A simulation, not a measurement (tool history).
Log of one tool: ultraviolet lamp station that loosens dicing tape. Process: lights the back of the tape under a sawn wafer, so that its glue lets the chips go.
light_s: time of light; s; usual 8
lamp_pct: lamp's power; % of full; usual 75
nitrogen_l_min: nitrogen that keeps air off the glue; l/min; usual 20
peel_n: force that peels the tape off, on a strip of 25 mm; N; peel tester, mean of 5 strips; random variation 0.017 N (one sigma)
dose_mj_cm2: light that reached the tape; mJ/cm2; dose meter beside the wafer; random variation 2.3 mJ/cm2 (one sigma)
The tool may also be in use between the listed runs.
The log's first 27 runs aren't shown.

run	hour	light_s	lamp_pct	nitrogen_l_min	peel_n	dose_mj_cm2
28	339.0	5	75	10	2.504	121
29	353.0	5	75	10	2.681	120
30	366.7	5	63	14	2.778	102
31	377.6	6	81	19	1.588	154
32	389.4	6	64	19	2.085	118
# hour 390.9: window cleaned of glue's vapour
33	398.4	8	76	22	0.968	211
34	414.5	8	87	11	1.147	239
35	427.5	13	76	30	0.382	337
36	444.8	8	87	17	0.932	238
37	453.2	15	66	20	0.455	336
38	466.6	7	99	15	1.023	232
39	480.2	4	69	20	2.593	92
40	488.0	8	60	20	1.499	162
41	496.2	4	75	20	2.439	101
42	506.5	6	69	7	2.607	138
43	520.8	14	65	13	0.758	298
44	529.2	5	70	20	2.160	114

Forecast each of these 3 alternatives for the next run:
A	538.3	5	70	20	?	?
B	538.3	5	85	26	?	?
C	538.3	8	60	6	?	?

run	peel_n	dose_mj_cm2
A	2.223	117
B	1.619	139
C	2.461	154
Without the tool's hidden state the same runs would have given:
run	peel_n	dose_mj_cm2
A	1.792	143
B	1.231	171
C	2.036	189
